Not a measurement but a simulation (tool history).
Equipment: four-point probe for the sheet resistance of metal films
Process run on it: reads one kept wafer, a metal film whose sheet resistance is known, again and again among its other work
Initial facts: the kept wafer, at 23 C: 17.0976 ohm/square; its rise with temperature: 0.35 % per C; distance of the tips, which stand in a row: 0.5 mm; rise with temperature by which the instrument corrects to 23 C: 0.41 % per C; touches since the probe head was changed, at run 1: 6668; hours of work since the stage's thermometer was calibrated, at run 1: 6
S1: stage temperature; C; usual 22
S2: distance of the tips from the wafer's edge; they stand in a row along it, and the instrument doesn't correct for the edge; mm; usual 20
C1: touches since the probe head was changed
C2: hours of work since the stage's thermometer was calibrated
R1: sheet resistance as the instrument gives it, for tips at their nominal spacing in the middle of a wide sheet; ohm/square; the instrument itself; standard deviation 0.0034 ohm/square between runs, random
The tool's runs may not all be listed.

Run 1, hour 0.0: usual settings; C1 6668; C2 6. Result: R1 17.078970 ohm/square.
Run 2, hour 28.0: usual settings; C1 7091; C2 18. Result: R1 17.082917 ohm/square.
Run 3, hour 60.4: usual settings; C1 7580; C2 31. Result: R1 17.071241 ohm/square.
Run 4, hour 102.6: usual settings but S2 8 mm; C1 8217; C2 49. Result: R1 17.109564 ohm/square.
Run 5, hour 139.2: usual settings but S2 8 mm; C1 8771; C2 65. Result: R1 17.106998 ohm/square.
Run 6, hour 172.8: usual settings but S2 8 mm; C1 9279; C2 79. Result: R1 17.108613 ohm/square.
Run 7, hour 209.1: usual settings but S1 28 C; C1 9827; C2 94. Result: R1 17.012101 ohm/square.
Run 8, hour 246.8: usual settings but S1 28 C; C1 10396; C2 110. Result: R1 17.011314 ohm/square.
Run 9, hour 265.6: usual settings but S1 24 C; C1 10680; C2 118. Result: R1 17.054778 ohm/square.
Run 10, hour 306.4: usual settings but S1 24 C, S2 59 mm; C1 11296; C2 135. Result: R1 17.049773 ohm/square.
Run 11, hour 332.5: usual settings; C1 11691; C2 146. Result: R1 17.072601 ohm/square.
Run 12, hour 364.0: usual settings; C1 12166; C2 159. Result: R1 17.071845 ohm/square.
Run 13, hour 391.3: usual settings; C1 12579; C2 171. Result: R1 17.074671 ohm/square.
Run 14, hour 417.1: usual settings; C1 12969; C2 182. Result: R1 17.070894 ohm/square.
Run 15, hour 438.2: usual settings but S1 28 C; C1 13287; C2 191. Result: R1 17.014798 ohm/square.
Run 16, hour 470.7: usual settings but S1 28 C; C1 13778; C2 204. Result: R1 17.015950 ohm/square.
Run 17, hour 489.0: usual settings but S1 33 C, S2 4 mm; C1 14054; C2 212. Result: R1 17.094966 ohm/square.
Run 18, hour 531.3: usual settings but S1 27 C, S2 10 mm; C1 14693; C2 230. Result: R1 17.031785 ohm/square.
Run 19, hour 574.3: usual settings but S1 23 C, S2 6 mm; C1 15342; C2 248. Result: R1 17.122678 ohm/square.
Run 20, hour 611.2: usual settings but S1 31 C, S2 5 mm; C1 15901; C2 264. Result: R1 17.063041 ohm/square.
At hour 613.9: stage's thermometer calibrated.
Run 21, hour 644.0: usual settings but S1 19 C, S2 47 mm; C1 16388; C2 13. Result: R1 17.096248 ohm/square.
Run 22, hour 681.0: usual settings but S1 19 C, S2 47 mm; C1 16947; C2 28. Result: R1 17.094380 ohm/square.
Run 23, hour 703.7: usual settings but S1 19 C, S2 47 mm; C1 17289; C2 38. Result: R1 17.094847 ohm/square.
Run 24, hour 743.0: usual settings but S2 6 mm; C1 17884; C2 54. Result: R1 17.122398 ohm/square.
At hour 750.5: stage's thermometer calibrated, once more.
Run 25, hour 769.5: usual settings but S2 67 mm; C1 18276; C2 8. Result: R1 17.069069 ohm/square.
Run 26, hour 811.3: usual settings but S2 67 mm; C1 18907; C2 26. Result: R1 17.060528 ohm/square.
Run 27, hour 831.6: usual settings but S1 30 C, S2 10 mm; C1 19215; C2 34. Result: R1 17.003850 ohm/square.
Run 28, hour 851.9: usual settings but S1 18 C, S2 10 mm; C1 19522; C2 43. Result: R1 17.126653 ohm/square.
Run 29, hour 890.4: usual settings but S1 18 C, S2 10 mm; C1 20102; C2 59. Result: R1 17.135176 ohm/square.
Run 30, hour 912.3: usual settings but S1 24 C, S2 51 mm; C1 20433; C2 68. Result: R1 17.036635 ohm/square.
Run 31, hour 953.6: usual settings but S1 32 C, S2 45 mm; C1 21057; C2 86. Result: R1 16.956581 ohm/square.

Hidden condition of the tool, last listed run before each entry between runs versus first listed run after:
After run 20, before run 21: stage's thermometer calibrated (hour 613.9)
  inner tips' distance over the nominal, %: -0.204 -> -0.206; wafer's true temperature over the reading, C: -0.1 -> -0.14
  measured value less the no-hidden-state value, R1: -0.043627 -> -0.046478 ohm/square
After run 24, before run 25: stage's thermometer calibrated, once more (hour 750.5)
  inner tips' distance over the nominal, %: -0.211 -> -0.212; tips' flats over new ones', %: 12 -> 13; wafer's true temperature over the reading, C: -0.15 -> -0.06
  measured value less the no-hidden-state value, R1: -0.047894 -> -0.042722 ohm/square
